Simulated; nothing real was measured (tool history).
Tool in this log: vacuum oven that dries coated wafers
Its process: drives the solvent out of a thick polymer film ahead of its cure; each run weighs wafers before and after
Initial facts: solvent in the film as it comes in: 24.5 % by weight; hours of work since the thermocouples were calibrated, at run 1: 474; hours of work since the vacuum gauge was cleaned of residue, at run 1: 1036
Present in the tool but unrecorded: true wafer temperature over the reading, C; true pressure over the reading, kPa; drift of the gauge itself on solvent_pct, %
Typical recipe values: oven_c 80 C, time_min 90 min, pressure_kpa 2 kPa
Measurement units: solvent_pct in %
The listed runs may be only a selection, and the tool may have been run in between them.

run,hour,oven_c,time_min,pressure_kpa,hours of work since the thermocouples were calibrated,hours of work since the vacuum gauge was cleaned of residue,solvent_pct
1,0,80,90,2,474,1036,3.06
2,69.2,80,90,2,524,1086,3.07
3,151.5,80,90,6.88,583,1146,4.85
4,252.3,80,90,6.88,656,1219,4.87
5,305.6,80,90,6.88,694,1257,4.73
6,387.5,67,90,2,754,1316,9.58
7,496.3,67,90,2,832,1395,9.41
8,589.5,67,90,2,899,1462,9.57
9,699,80,90,1.35,979,1541,2.7
10,813.6,80,90,1.35,1061,1624,2.67
11,886,80,90,1.35,1114,1676,2.6
12,965.4,80,58,1.35,1171,1734,4.99
# hour 972.3: oven's thermocouples calibrated
13,1065.5,80,58,2.52,67,1804,5.23
14,1126,80,58,2.52,111,1848,5.23
15,1207.1,80,58,2.52,170,1907,5.2
16,1270.4,80,58,2.52,215,1952,5.08
17,1358.7,80,58,2.52,279,2016,5.26
18,1438.1,80,58,2.52,336,2074,5.12
19,1526.2,80,58,3.7,400,2137,5.55
# hour 1604.6: oven's thermocouples calibrated, once more
20,1607.2,80,58,1.03,2,2194,5.6
21,1672.1,71,129,4.21,49,2241,6.63
22,1759.8,88,57,4.41,112,2304,3.23
23,1810.9,95,140,4.08,149,2341,1.11
24,1904.7,93,83,4.08,217,2409,1.39
25,2023.3,73,82,1.52,302,2495,6.92
26,2122.1,80,133,1.25,374,2566,1.56
27,2243.4,80,133,1.25,461,2654,1.5
28,2313.9,80,133,1.25,512,2705,1.68
29,2386.5,80,58,5.41,565,2757,6.89
30,2500.8,92,106,2,647,2840,0.75
31,2615.3,84,65,2,730,2922,3.13
32,2697.8,84,65,2,790,2982,3.21
33,2782.7,84,65,2,851,3043,3.18
34,2858.7,67,86,2,906,3098,9.95
35,2963.6,91,86,1.89,982,3174,0.95
36,3045,69,138,1.96,1040,3233,5.78
# hour 3072.1: vacuum gauge cleaned of residue and calibrated
37,3116.6,94,90,3.23,1091,32,0.77
38,3177.1,94,49,3.23,1135,76,1.34
39,3225.8,88,88,3.23,1170,111,1.27

Subtracting, for every run, the result it would have given without the tool's unlogged condition from the measured result gives the following. The same run-to-run variation enters both numbers; the gauge's scatter may not:
run,solvent_pct
1,+0.16
2,+0.15
3,+0.13
4,+0.11
5,+0.1
6,+0.09
7,+0.06
8,+0.03
9,+0.04
10,+0.03
11,+0.02
12,-0.12
13,-0.32
14,-0.35
15,-0.37
16,-0.39
17,-0.42
18,-0.44
19,-0.47
20,+0.5
21,+0.64
22,+0.36
23,+0.21
24,+0.25
25,+0.46
26,+0.39
27,+0.38
28,+0.39
29,+0.28
30,+0.26
31,+0.23
32,+0.22
33,+0.2
34,+0.24
35,+0.26
36,+0.31
37,-0.03
38,-0.13
39,-0.1
